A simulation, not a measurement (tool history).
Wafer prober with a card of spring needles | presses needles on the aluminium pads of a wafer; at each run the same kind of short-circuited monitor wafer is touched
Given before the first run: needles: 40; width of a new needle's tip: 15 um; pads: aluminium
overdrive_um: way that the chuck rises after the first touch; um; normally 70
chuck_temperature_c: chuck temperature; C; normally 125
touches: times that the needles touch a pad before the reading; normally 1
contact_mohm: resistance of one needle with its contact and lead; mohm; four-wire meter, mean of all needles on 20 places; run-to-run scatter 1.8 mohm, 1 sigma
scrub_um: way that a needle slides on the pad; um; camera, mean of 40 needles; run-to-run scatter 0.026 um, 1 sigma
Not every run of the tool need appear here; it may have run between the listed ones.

{"run": 1, "hour": 0.0, "overdrive_um": 70, "chuck_temperature_c": 125, "touches": 1, "contact_mohm": 183, "scrub_um": 13.18}
{"hour": 7.3, "done": "tips cleaned on abrasive film"}
{"run": 2, "hour": 15.9, "overdrive_um": 70, "chuck_temperature_c": 125, "touches": 1, "contact_mohm": 180, "scrub_um": 13.22}
{"hour": 23.4, "done": "tips cleaned on abrasive film"}
{"run": 3, "hour": 30.5, "overdrive_um": 70, "chuck_temperature_c": 125, "touches": 1, "contact_mohm": 181, "scrub_um": 13.22}
{"hour": 39.3, "done": "tips cleaned on abrasive film"}
{"run": 4, "hour": 42.0, "overdrive_um": 70, "chuck_temperature_c": 125, "touches": 1, "contact_mohm": 180, "scrub_um": 13.18}
{"hour": 55.4, "done": "tips cleaned on abrasive film"}
{"run": 5, "hour": 59.1, "overdrive_um": 86, "chuck_temperature_c": 125, "touches": 1, "contact_mohm": 179, "scrub_um": 16.27}
{"hour": 71.5, "done": "tips cleaned on abrasive film"}
{"run": 6, "hour": 71.5, "overdrive_um": 86, "chuck_temperature_c": 125, "touches": 1, "contact_mohm": 179, "scrub_um": 16.24}
{"hour": 87.1, "done": "tips cleaned on abrasive film"}
{"run": 7, "hour": 90.9, "overdrive_um": 70, "chuck_temperature_c": 125, "touches": 1, "contact_mohm": 181, "scrub_um": 13.22}
{"hour": 103.0, "done": "tips cleaned on abrasive film"}
{"run": 8, "hour": 103.0, "overdrive_um": 70, "chuck_temperature_c": 125, "touches": 2, "contact_mohm": 183, "scrub_um": 13.21}
{"hour": 118.6, "done": "tips cleaned on abrasive film"}
{"run": 9, "hour": 123.5, "overdrive_um": 70, "chuck_temperature_c": 51, "touches": 1, "contact_mohm": 165, "scrub_um": 13.23}
{"hour": 135.5, "done": "tips cleaned on abrasive film"}
{"run": 10, "hour": 135.7, "overdrive_um": 70, "chuck_temperature_c": 51, "touches": 1, "contact_mohm": 165, "scrub_um": 13.22}
{"hour": 151.5, "done": "tips cleaned on abrasive film"}
{"run": 11, "hour": 160.1, "overdrive_um": 70, "chuck_temperature_c": 51, "touches": 1, "contact_mohm": 166, "scrub_um": 13.22}
{"hour": 167.7, "done": "tips cleaned on abrasive film"}
{"run": 12, "hour": 180.6, "overdrive_um": 70, "chuck_temperature_c": 51, "touches": 1, "contact_mohm": 165, "scrub_um": 13.18}
{"hour": 185.4, "done": "tips cleaned on abrasive film"}
{"hour": 202.4, "done": "tips cleaned on abrasive film"}
{"run": 13, "hour": 205.5, "overdrive_um": 70, "chuck_temperature_c": 51, "touches": 1, "contact_mohm": 172, "scrub_um": 13.21}
{"hour": 212.1, "done": "height of the first contact set anew"}
{"hour": 218.4, "done": "tips cleaned on abrasive film"}
{"run": 14, "hour": 231.3, "overdrive_um": 70, "chuck_temperature_c": 51, "touches": 1, "contact_mohm": 170, "scrub_um": 13.25}
{"hour": 235.2, "done": "tips cleaned on abrasive film"}
{"hour": 250.8, "done": "tips cleaned on abrasive film"}
{"run": 15, "hour": 256.1, "overdrive_um": 70, "chuck_temperature_c": 125, "touches": 1, "contact_mohm": 184, "scrub_um": 13.22}
{"hour": 268.2, "done": "tips cleaned on abrasive film"}
{"run": 16, "hour": 274.1, "overdrive_um": 70, "chuck_temperature_c": 125, "touches": 1, "contact_mohm": 182, "scrub_um": 13.15}
{"hour": 284.2, "done": "tips cleaned on abrasive film"}
{"run": 17, "hour": 298.3, "overdrive_um": 70, "chuck_temperature_c": 125, "touches": 1, "contact_mohm": 181, "scrub_um": 13.26}
{"hour": 300.2, "done": "tips cleaned on abrasive film"}
{"run": 18, "hour": 310.7, "overdrive_um": 90, "chuck_temperature_c": 38, "touches": 3, "contact_mohm": 164, "scrub_um": 16.99}
{"hour": 316.9, "done": "tips cleaned on abrasive film"}
{"hour": 333.7, "done": "tips cleaned on abrasive film"}
{"run": 19, "hour": 335.4, "overdrive_um": 90, "chuck_temperature_c": 81, "touches": 1, "contact_mohm": 171, "scrub_um": 17.0}
{"hour": 350.0, "done": "tips cleaned on abrasive film"}
{"run": 20, "hour": 350.7, "overdrive_um": 90, "chuck_temperature_c": 81, "touches": 2, "contact_mohm": 174, "scrub_um": 16.95}
{"hour": 366.5, "done": "tips cleaned on abrasive film"}
{"run": 21, "hour": 369.0, "overdrive_um": 53, "chuck_temperature_c": 67, "touches": 1, "contact_mohm": 171, "scrub_um": 10.0}
{"hour": 382.6, "done": "tips cleaned on abrasive film"}
{"run": 22, "hour": 387.8, "overdrive_um": 53, "chuck_temperature_c": 33, "touches": 1, "contact_mohm": 167, "scrub_um": 10.02}
{"hour": 399.2, "done": "tips cleaned on abrasive film"}
{"run": 23, "hour": 404.6, "overdrive_um": 64, "chuck_temperature_c": 26, "touches": 1, "contact_mohm": 165, "scrub_um": 12.1}
{"hour": 416.1, "done": "tips cleaned on abrasive film"}
{"run": 24, "hour": 425.7, "overdrive_um": 84, "chuck_temperature_c": 37, "touches": 1, "contact_mohm": 162, "scrub_um": 15.83}
{"hour": 432.7, "done": "tips cleaned on abrasive film"}
{"run": 25, "hour": 439.8, "overdrive_um": 57, "chuck_temperature_c": 37, "touches": 2, "contact_mohm": 165, "scrub_um": 10.72}
{"hour": 449.2, "done": "tips cleaned on abrasive film"}
{"run": 26, "hour": 457.5, "overdrive_um": 57, "chuck_temperature_c": 37, "touches": 2, "contact_mohm": 166, "scrub_um": 10.78}
{"hour": 466.4, "done": "tips cleaned on abrasive film"}
{"run": 27, "hour": 470.4, "overdrive_um": 54, "chuck_temperature_c": 66, "touches": 2, "contact_mohm": 174, "scrub_um": 10.25}
{"hour": 483.4, "done": "tips cleaned on abrasive film"}
{"run": 28, "hour": 487.3, "overdrive_um": 72, "chuck_temperature_c": 65, "touches": 1, "contact_mohm": 171, "scrub_um": 13.61}
{"run": 29, "hour": 497.7, "overdrive_um": 72, "chuck_temperature_c": 65, "touches": 1, "contact_mohm": 170, "scrub_um": 13.6}
{"hour": 500.1, "done": "tips cleaned on abrasive film"}
{"hour": 517.2, "done": "tips cleaned on abrasive film"}
{"run": 30, "hour": 522.2, "overdrive_um": 70, "chuck_temperature_c": 125, "touches": 1, "contact_mohm": 181, "scrub_um": 13.2}
{"hour": 533.6, "done": "tips cleaned on abrasive film"}
{"run": 31, "hour": 546.3, "overdrive_um": 70, "chuck_temperature_c": 125, "touches": 1, "contact_mohm": 181, "scrub_um": 13.21}
{"hour": 550.5, "done": "tips cleaned on abrasive film"}
{"run": 32, "hour": 561.4, "overdrive_um": 70, "chuck_temperature_c": 41, "touches": 1, "contact_mohm": 166, "scrub_um": 13.19}

Consider 4 possible next runs. They are alternatives, not a sequence: every one starts from the tool as it was left by run 32. What does each give?
{"hour": 567.4, "done": "tips cleaned on abrasive film"}
{"run": "A", "hour": 574.5, "overdrive_um": 58, "chuck_temperature_c": 89, "touches": 1, "contact_mohm": "?", "scrub_um": "?"}
{"hour": 567.4, "done": "tips cleaned on abrasive film"}
{"run": "B", "hour": 574.5, "overdrive_um": 70, "chuck_temperature_c": 30, "touches": 3, "contact_mohm": "?", "scrub_um": "?"}
{"hour": 567.4, "done": "tips cleaned on abrasive film"}
{"run": "C", "hour": 574.5, "overdrive_um": 70, "chuck_temperature_c": 125, "touches": 3, "contact_mohm": "?", "scrub_um": "?"}
{"hour": 567.4, "done": "tips cleaned on abrasive film"}
{"run": "D", "hour": 574.5, "overdrive_um": 78, "chuck_temperature_c": 41, "touches": 3, "contact_mohm": "?", "scrub_um": "?"}

run=A contact_mohm=179 scrub_um=10.89
run=B contact_mohm=165 scrub_um=13.23
run=C contact_mohm=179 scrub_um=13.25
run=D contact_mohm=163 scrub_um=14.72
With the hidden condition removed and each run's random variation left untouched, the same runs would have given:
run=A contact_mohm=179 scrub_um=10.89
run=B contact_mohm=165 scrub_um=13.23
run=C contact_mohm=179 scrub_um=13.25
run=D contact_mohm=163 scrub_um=14.72
